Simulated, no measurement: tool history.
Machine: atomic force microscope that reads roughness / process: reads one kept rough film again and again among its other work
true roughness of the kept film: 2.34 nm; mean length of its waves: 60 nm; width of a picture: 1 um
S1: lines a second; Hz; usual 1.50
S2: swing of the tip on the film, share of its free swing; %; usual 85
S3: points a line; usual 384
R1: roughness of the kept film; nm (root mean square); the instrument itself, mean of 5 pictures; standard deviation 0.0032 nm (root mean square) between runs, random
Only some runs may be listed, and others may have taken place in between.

run	hour	S1	S2	S3	R1
1	0.0	1.50	85	384	2.123
2	12.4	1.50	85	384	2.109
# hour 22.8: new tip fitted
3	22.9	1.50	85	384	2.163
4	38.7	2.91	85	384	2.025
5	51.4	1.50	85	384	2.143
6	70.5	1.50	85	384	2.122
# hour 85.6: new tip fitted
7	89.4	1.50	85	384	2.163
8	102.2	1.50	85	384	2.156
9	114.0	1.50	85	303	2.134
10	126.5	1.50	85	303	2.126
11	144.6	1.50	85	303	2.110
# hour 148.5: new tip fitted
12	153.1	2.04	67	1022	2.242
13	165.0	2.64	74	457	2.146
14	180.8	1.34	71	547	2.222
15	189.9	1.34	71	547	2.212
# hour 192.5: height scale calibrated on a step standard
16	203.5	1.34	71	547	2.215
# hour 213.3: new tip fitted
17	222.7	0.70	79	674	2.269
# hour 234.5: height scale calibrated on a step standard, once more
18	234.5	1.50	80	364	2.160
19	248.6	1.50	80	364	2.152
20	265.7	1.50	80	364	2.142

Run 21, settings as shown, results not yet in. Your forecast:
# hour 277.8: new tip fitted
21	284.5	1.50	77	649	?

R1: 2.198 nm (root mean square)
Were there no unlogged condition in the tool, this run, its random variation unchanged, would have produced R1 2.206 nm (root mean square).

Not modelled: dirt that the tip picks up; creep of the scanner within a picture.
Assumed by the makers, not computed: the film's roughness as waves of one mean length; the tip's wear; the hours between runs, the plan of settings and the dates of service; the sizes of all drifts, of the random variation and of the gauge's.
